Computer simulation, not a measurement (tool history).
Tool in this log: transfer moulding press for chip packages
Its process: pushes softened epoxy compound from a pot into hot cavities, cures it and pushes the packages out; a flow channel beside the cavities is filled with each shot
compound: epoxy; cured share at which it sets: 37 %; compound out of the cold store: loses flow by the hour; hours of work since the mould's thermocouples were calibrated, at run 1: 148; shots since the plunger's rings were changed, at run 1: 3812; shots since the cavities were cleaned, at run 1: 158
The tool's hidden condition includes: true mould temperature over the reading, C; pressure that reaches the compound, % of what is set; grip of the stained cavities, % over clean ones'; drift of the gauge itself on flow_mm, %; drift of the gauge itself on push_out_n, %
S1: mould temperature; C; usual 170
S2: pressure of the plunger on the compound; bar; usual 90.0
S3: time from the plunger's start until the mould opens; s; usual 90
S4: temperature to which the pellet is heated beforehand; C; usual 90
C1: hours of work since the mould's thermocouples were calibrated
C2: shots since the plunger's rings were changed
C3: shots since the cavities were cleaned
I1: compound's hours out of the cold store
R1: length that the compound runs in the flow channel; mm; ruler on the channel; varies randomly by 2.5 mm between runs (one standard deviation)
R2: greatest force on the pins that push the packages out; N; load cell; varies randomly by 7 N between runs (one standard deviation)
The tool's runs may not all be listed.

run,hour,S1,S2,S3,S4,C1,C2,C3,I1,R1,R2
1,0.0,170,90.0,90,90,148,3812,158,9.7,661,422
2,7.5,170,90.0,90,90,153,3919,265,31.3,619,481
3,18.1,170,90.0,90,93,160,4069,415,20.7,641,543
4,28.4,170,90.0,90,93,167,4215,561,40.5,595,601
5,38.1,170,105.4,90,93,174,4352,698,31.0,667,621
6,49.4,170,105.4,90,93,181,4514,860,23.6,684,619
7,54.8,170,90.0,90,90,185,4590,936,28.3,620,623
# hour 57.9: cavities cleaned with cleaning compound and waxed
8,63.8,170,90.0,90,90,190,4696,83,11.9,654,371
9,68.6,170,106.7,90,90,193,4764,151,45.0,645,404
10,78.5,170,106.7,90,90,200,4906,293,14.0,705,497
11,88.3,170,106.7,90,90,206,5045,432,8.5,717,527
12,97.0,170,90.0,90,94,212,5169,556,39.7,591,580
13,102.6,170,90.0,90,94,216,5248,635,12.4,657,584
14,107.6,170,90.0,90,94,219,5320,707,47.6,579,596
15,113.9,170,90.0,90,94,223,5409,796,24.7,621,633
# hour 126.7: cavities cleaned with cleaning compound and waxed
16,126.7,177,90.0,101,90,231,5569,1,46.4,563,268
17,133.4,170,92.2,81,90,235,5664,96,40.0,598,410
18,143.7,173,98.6,97,97,242,5810,242,42.3,605,448
19,151.8,170,76.3,90,81,247,5925,357,46.6,529,504
20,162.0,170,90.0,90,84,254,6070,502,11.8,642,577
21,172.1,167,71.9,90,84,261,6214,646,23.6,556,632
22,181.5,170,90.0,100,90,267,6348,780,31.4,604,608
23,192.8,170,90.0,90,80,274,6508,940,47.6,571,627
# hour 196.0: cavities cleaned with cleaning compound and waxed
24,204.7,172,84.0,90,80,281,6655,123,41.0,560,373
25,214.6,172,84.0,90,80,288,6796,264,46.2,550,463
# hour 217.7: plunger's sealing rings changed
26,225.6,172,84.0,90,80,294,113,385,29.8,620,506
27,233.8,169,101.5,90,90,299,230,502,38.5,677,580
28,240.1,170,90.0,90,97,303,319,591,11.9,689,568
29,245.1,172,76.6,126,88,306,390,662,32.5,594,555

Below are 3 alternative next runs, each starting from the tool's condition after run 29. Predict each:
A,256.2,168,76.2,126,91,314,548,820,26.0,?,?
B,256.2,172,76.6,126,91,314,548,820,22.5,?,?
C,256.2,170,90.0,101,86,314,548,820,11.9,?,?

run,R1,R2
A,607,564
B,606,571
C,691,594
Without the tool's hidden state the same runs would have given:
run,R1,R2
A,611,266
B,610,274
C,695,281
